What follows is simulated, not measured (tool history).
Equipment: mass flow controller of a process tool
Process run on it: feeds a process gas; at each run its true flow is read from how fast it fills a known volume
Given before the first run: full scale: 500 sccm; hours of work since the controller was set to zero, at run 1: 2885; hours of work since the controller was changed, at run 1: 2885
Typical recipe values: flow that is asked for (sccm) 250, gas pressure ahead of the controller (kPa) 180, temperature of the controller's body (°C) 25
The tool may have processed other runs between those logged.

| run | day | flow that is asked for (sccm) | gas pressure ahead of the controller (kPa) | temperature of the controller's body (°C) | hours of work since the controller was set to zero | hours of work since the controller was changed | true flow (%) |
|---|---|---|---|---|---|---|---|
| 1 | 0.000 | 250 | 180 | 25 | 2885 | 2885 | 99.80 |
| 2 | 4.550 | 250 | 180 | 25 | 2934 | 2934 | 99.90 |
| 3 | 8.621 | 250 | 180 | 25 | 2978 | 2978 | 99.97 |
| 4 | 15.488 | 73 | 180 | 25 | 3052 | 3052 | 98.58 |
| 5 | 20.358 | 73 | 177 | 25 | 3104 | 3104 | 98.68 |
| 6 | 28.162 | 250 | 180 | 40 | 3189 | 3189 | 98.46 |
| 7 | 35.550 | 250 | 180 | 25 | 3268 | 3268 | 100.03 |
| 8 | 42.562 | 250 | 191 | 25 | 3344 | 3344 | 99.95 |
| 9 | 51.383 | 250 | 191 | 25 | 3439 | 3439 | 99.93 |
| 10 | 56.429 | 361 | 180 | 25 | 3494 | 3494 | 100.48 |
| 11 | 60.938 | 361 | 180 | 25 | 3542 | 3542 | 100.57 |
| 12 | 70.138 | 250 | 180 | 25 | 3642 | 3642 | 99.94 |
| 13 | 74.579 | 250 | 180 | 22 | 3690 | 3690 | 100.31 |
| 14 | 82.838 | 125 | 174 | 25 | 3779 | 3779 | 99.32 |
| 15 | 88.588 | 113 | 194 | 22 | 3841 | 3841 | 99.29 |
| 16 | 92.825 | 93 | 165 | 22 | 3886 | 3886 | 99.37 |
| 17 | 102.042 | 93 | 165 | 22 | 3986 | 3986 | 99.33 |
| 18 | 107.462 | 93 | 165 | 22 | 4044 | 4044 | 99.19 |
| 19 | 116.692 | 492 | 258 | 25 | 4144 | 4144 | 100.76 |
| 20 | 121.800 | 135 | 258 | 25 | 4199 | 4199 | 98.96 |
| 21 | 128.233 | 167 | 143 | 34 | 4269 | 4269 | 98.97 |
| 22 | 133.433 | 116 | 140 | 21 | 4325 | 4325 | 99.79 |
| 23 | 140.592 | 110 | 140 | 39 | 4402 | 4402 | 98.13 |
| 24 | 149.100 | 59 | 270 | 21 | 4494 | 4494 | 98.16 |

4 ways to go on from here, each from the tool as it stands after run 24. What would each give?
| A | 156.975 | 320 | 180 | 25 | 4579 | 4579 | ? |
| B | 156.975 | 87 | 175 | 23 | 4579 | 4579 | ? |
| C | 156.975 | 200 | 261 | 25 | 4579 | 4579 | ? |
| D | 156.975 | 76 | 270 | 21 | 4579 | 4579 | ? |

| run | true flow (%) |
|---|---|
| A | 100.44 |
| B | 99.14 |
| C | 99.57 |
| D | 98.69 |
Without the tool's unlogged condition, the same runs would have read:
| run | true flow (%) |
|---|---|
| A | 99.37 |
| B | 98.99 |
| C | 98.71 |
| D | 98.72 |
